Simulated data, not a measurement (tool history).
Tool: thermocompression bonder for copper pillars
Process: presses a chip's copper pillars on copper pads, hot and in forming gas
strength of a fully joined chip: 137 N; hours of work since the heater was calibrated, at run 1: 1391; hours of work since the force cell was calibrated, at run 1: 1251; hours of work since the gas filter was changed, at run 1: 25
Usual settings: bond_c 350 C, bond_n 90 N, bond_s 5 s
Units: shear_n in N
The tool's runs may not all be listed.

run,hour,bond_c,bond_n,bond_s,hours of work since the heater was calibrated,hours of work since the force cell was calibrated,hours of work since the gas filter was changed,shear_n
1,0.0,350,90,5,1391,1251,25,57.0
2,51.8,350,90,5,1424,1284,58,57.2
3,90.0,350,90,5,1448,1308,82,57.7
4,128.7,350,90,5,1472,1332,106,57.1
5,170.2,350,90,5,1498,1358,132,57.2
6,211.3,350,90,7,1524,1384,158,64.8
7,242.7,340,90,5,1544,1404,178,52.6
8,274.1,340,90,5,1564,1423,198,53.0
9,299.6,350,90,3,1580,1439,214,45.7
10,327.8,332,100,5,1597,1457,231,51.2
11,351.0,350,116,5,1612,1472,246,64.0
# hour 357.4: heater calibrated with a thermocouple chip
12,380.7,350,116,5,15,1489,263,64.8
13,408.3,350,116,5,32,1507,281,65.4
14,449.7,351,111,5,58,1533,307,63.9
15,478.8,328,63,7,76,1551,325,44.5
16,511.1,364,73,8,97,1571,345,65.5
# hour 527.8: heater calibrated with a thermocouple chip, once more
17,552.0,364,73,8,15,1596,370,61.2

Forecast each of these 3 alternatives for the next run:
A,575.2,364,65,8,30,1610,385,?
B,575.2,364,130,14,30,1610,385,?
C,575.2,350,73,13,30,1610,385,?

run,shear_n
A,56.3
B,95.0
C,65.8
Without the tool's hidden state the same runs would have given:
run,shear_n
A,61.7
B,102.5
C,71.8
